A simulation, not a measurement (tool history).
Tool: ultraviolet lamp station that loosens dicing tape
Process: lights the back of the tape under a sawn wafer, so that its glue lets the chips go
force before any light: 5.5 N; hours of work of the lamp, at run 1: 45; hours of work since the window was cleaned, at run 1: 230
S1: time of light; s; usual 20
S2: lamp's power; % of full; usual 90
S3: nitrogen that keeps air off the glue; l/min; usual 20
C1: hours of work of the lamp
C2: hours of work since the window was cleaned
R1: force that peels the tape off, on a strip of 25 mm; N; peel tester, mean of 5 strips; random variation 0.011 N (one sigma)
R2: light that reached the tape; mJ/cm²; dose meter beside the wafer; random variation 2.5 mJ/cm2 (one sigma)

{"run": 1, "hour": 0.0, "S1": 20, "S2": 90, "S3": 20, "C1": 45, "C2": 230, "R1": 0.574, "R2": 269}
{"run": 2, "hour": 6.6, "S1": 20, "S2": 90, "S3": 20, "C1": 50, "C2": 235, "R1": 0.622, "R2": 275}
{"run": 3, "hour": 18.8, "S1": 20, "S2": 90, "S3": 20, "C1": 59, "C2": 245, "R1": 0.59, "R2": 271}
{"run": 4, "hour": 30.4, "S1": 20, "S2": 90, "S3": 20, "C1": 68, "C2": 254, "R1": 0.615, "R2": 268}
{"run": 5, "hour": 41.9, "S1": 20, "S2": 90, "S3": 20, "C1": 77, "C2": 263, "R1": 0.619, "R2": 270}
{"run": 6, "hour": 51.1, "S1": 39, "S2": 90, "S3": 20, "C1": 84, "C2": 270, "R1": 0.198, "R2": 526}
{"run": 7, "hour": 62.4, "S1": 20, "S2": 90, "S3": 20, "C1": 93, "C2": 279, "R1": 0.598, "R2": 267}
{"run": 8, "hour": 74.9, "S1": 36, "S2": 90, "S3": 20, "C1": 103, "C2": 289, "R1": 0.22, "R2": 475}
{"run": 9, "hour": 83.8, "S1": 36, "S2": 90, "S3": 20, "C1": 110, "C2": 295, "R1": 0.224, "R2": 473}
{"run": 10, "hour": 91.6, "S1": 36, "S2": 90, "S3": 20, "C1": 116, "C2": 302, "R1": 0.225, "R2": 475}
{"run": 11, "hour": 100.8, "S1": 20, "S2": 90, "S3": 20, "C1": 123, "C2": 309, "R1": 0.623, "R2": 261}
{"run": 12, "hour": 111.7, "S1": 20, "S2": 90, "S3": 20, "C1": 132, "C2": 317, "R1": 0.632, "R2": 260}
{"run": 13, "hour": 120.9, "S1": 20, "S2": 90, "S3": 20, "C1": 139, "C2": 324, "R1": 0.652, "R2": 259}
{"run": 14, "hour": 130.7, "S1": 20, "S2": 90, "S3": 20, "C1": 146, "C2": 332, "R1": 0.651, "R2": 258}
{"run": 15, "hour": 139.7, "S1": 20, "S2": 90, "S3": 20, "C1": 153, "C2": 339, "R1": 0.661, "R2": 254}
{"run": 16, "hour": 154.0, "S1": 20, "S2": 90, "S3": 20, "C1": 165, "C2": 350, "R1": 0.663, "R2": 261}
{"hour": 160.7, "done": "window cleaned of glue's vapour"}
{"run": 17, "hour": 164.4, "S1": 20, "S2": 90, "S3": 20, "C1": 172, "C2": 3, "R1": 0.504, "R2": 289}
{"run": 18, "hour": 171.8, "S1": 20, "S2": 90, "S3": 11, "C1": 178, "C2": 9, "R1": 0.869, "R2": 292}
{"run": 19, "hour": 178.0, "S1": 20, "S2": 79, "S3": 20, "C1": 183, "C2": 14, "R1": 0.678, "R2": 254}
{"run": 20, "hour": 185.0, "S1": 20, "S2": 90, "S3": 27, "C1": 188, "C2": 19, "R1": 0.423, "R2": 288}
{"run": 21, "hour": 195.9, "S1": 20, "S2": 90, "S3": 27, "C1": 197, "C2": 27, "R1": 0.448, "R2": 292}
{"run": 22, "hour": 204.3, "S1": 20, "S2": 74, "S3": 20, "C1": 203, "C2": 34, "R1": 0.772, "R2": 236}
{"run": 23, "hour": 213.0, "S1": 13, "S2": 97, "S3": 20, "C1": 210, "C2": 41, "R1": 0.968, "R2": 200}
{"run": 24, "hour": 224.6, "S1": 13, "S2": 97, "S3": 20, "C1": 219, "C2": 50, "R1": 1.008, "R2": 198}
{"run": 25, "hour": 239.2, "S1": 13, "S2": 92, "S3": 7, "C1": 230, "C2": 61, "R1": 1.89, "R2": 188}
{"run": 26, "hour": 247.2, "S1": 20, "S2": 90, "S3": 35, "C1": 237, "C2": 67, "R1": 0.369, "R2": 280}
{"run": 27, "hour": 259.1, "S1": 15, "S2": 65, "S3": 20, "C1": 246, "C2": 77, "R1": 1.48, "R2": 155}
{"run": 28, "hour": 266.5, "S1": 15, "S2": 65, "S3": 20, "C1": 252, "C2": 82, "R1": 1.465, "R2": 148}
{"run": 29, "hour": 273.6, "S1": 24, "S2": 65, "S3": 10, "C1": 257, "C2": 88, "R1": 1.141, "R2": 239}
{"run": 30, "hour": 279.5, "S1": 36, "S2": 83, "S3": 39, "C1": 262, "C2": 93, "R1": 0.178, "R2": 463}
{"run": 31, "hour": 290.5, "S1": 35, "S2": 86, "S3": 20, "C1": 270, "C2": 101, "R1": 0.217, "R2": 469}
{"run": 32, "hour": 305.0, "S1": 35, "S2": 90, "S3": 20, "C1": 282, "C2": 112, "R1": 0.219, "R2": 482}
{"run": 33, "hour": 319.7, "S1": 35, "S2": 90, "S3": 20, "C1": 293, "C2": 124, "R1": 0.223, "R2": 483}
{"run": 34, "hour": 331.7, "S1": 21, "S2": 71, "S3": 20, "C1": 303, "C2": 133, "R1": 0.831, "R2": 226}
{"run": 35, "hour": 340.5, "S1": 20, "S2": 90, "S3": 34, "C1": 309, "C2": 140, "R1": 0.423, "R2": 273}
{"run": 36, "hour": 348.4, "S1": 20, "S2": 90, "S3": 34, "C1": 316, "C2": 146, "R1": 0.419, "R2": 270}
{"run": 37, "hour": 354.6, "S1": 20, "S2": 90, "S3": 34, "C1": 320, "C2": 151, "R1": 0.415, "R2": 273}
{"run": 38, "hour": 368.8, "S1": 12, "S2": 90, "S3": 37, "C1": 331, "C2": 162, "R1": 1.003, "R2": 157}
{"run": 39, "hour": 380.8, "S1": 12, "S2": 90, "S3": 37, "C1": 341, "C2": 171, "R1": 1.013, "R2": 161}
{"run": 40, "hour": 394.7, "S1": 12, "S2": 90, "S3": 37, "C1": 352, "C2": 182, "R1": 1.034, "R2": 160}
{"run": 41, "hour": 401.2, "S1": 12, "S2": 90, "S3": 37, "C1": 357, "C2": 187, "R1": 1.029, "R2": 162}
{"run": 42, "hour": 413.2, "S1": 10, "S2": 90, "S3": 17, "C1": 366, "C2": 197, "R1": 1.841, "R2": 133}
{"run": 43, "hour": 426.9, "S1": 10, "S2": 90, "S3": 17, "C1": 377, "C2": 207, "R1": 1.84, "R2": 131}

Hidden state at the last listed run before each entry between runs and at the first one after, where it differs:
Between runs 16 and 17: window cleaned of glue's vapour (hour 160.7)
  lamp's light, % of a new lamp's: 97.4 -> 97.3; light that the window lets through, % of a clean one's: 87.3 -> 99.8
  measured less the result without the state, R1: +0.169 -> +0.027 N; R2: -45 -> -9 mJ/cm²
